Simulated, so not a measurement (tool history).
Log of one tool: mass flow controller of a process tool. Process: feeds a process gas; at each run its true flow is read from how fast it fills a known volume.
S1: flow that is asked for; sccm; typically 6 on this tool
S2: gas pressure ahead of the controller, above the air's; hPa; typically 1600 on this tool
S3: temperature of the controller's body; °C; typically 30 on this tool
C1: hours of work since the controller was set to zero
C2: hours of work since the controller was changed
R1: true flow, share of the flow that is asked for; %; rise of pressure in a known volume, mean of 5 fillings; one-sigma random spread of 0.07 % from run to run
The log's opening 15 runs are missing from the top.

run	hour	S1	S2	S3	C1	C2	R1
16	3625.1	14	1590	30	1257	5699	97.77
17	3778.3	14	1590	30	1361	5804	97.89
# hour 3997.8: controller exchanged for a calibrated one
18	4039.4	6	1600	36	28	28	96.9
19	4266.3	6	1600	36	183	183	96.88
# hour 4373.1: gauge calibrated
20	4579.1	6	1600	36	396	396	98.5
21	4859.9	6	1600	36	587	587	98.43
22	5196.1	6	1600	36	816	816	98.16
23	5550.2	6	1900	22	1057	1057	98.78
24	5741	6	1600	37	1187	1187	98.28
25	5966.8	6	1600	37	1341	1341	97.9
26	6173.5	10	1880	25	1482	1482	98.58
27	6441.1	10	1880	25	1664	1664	98.64
28	6776.1	17	1600	23	1893	1893	98.91
29	7081.9	10	2740	31	2101	2101	97.76

Forecast run 30:
30	7439.5	3	2740	37	2344	2344	?

Logged for run 30: R1 96.86 %.
On a tool with no hidden condition, and with the same random variation, this run would have come out at R1 98.15 %.
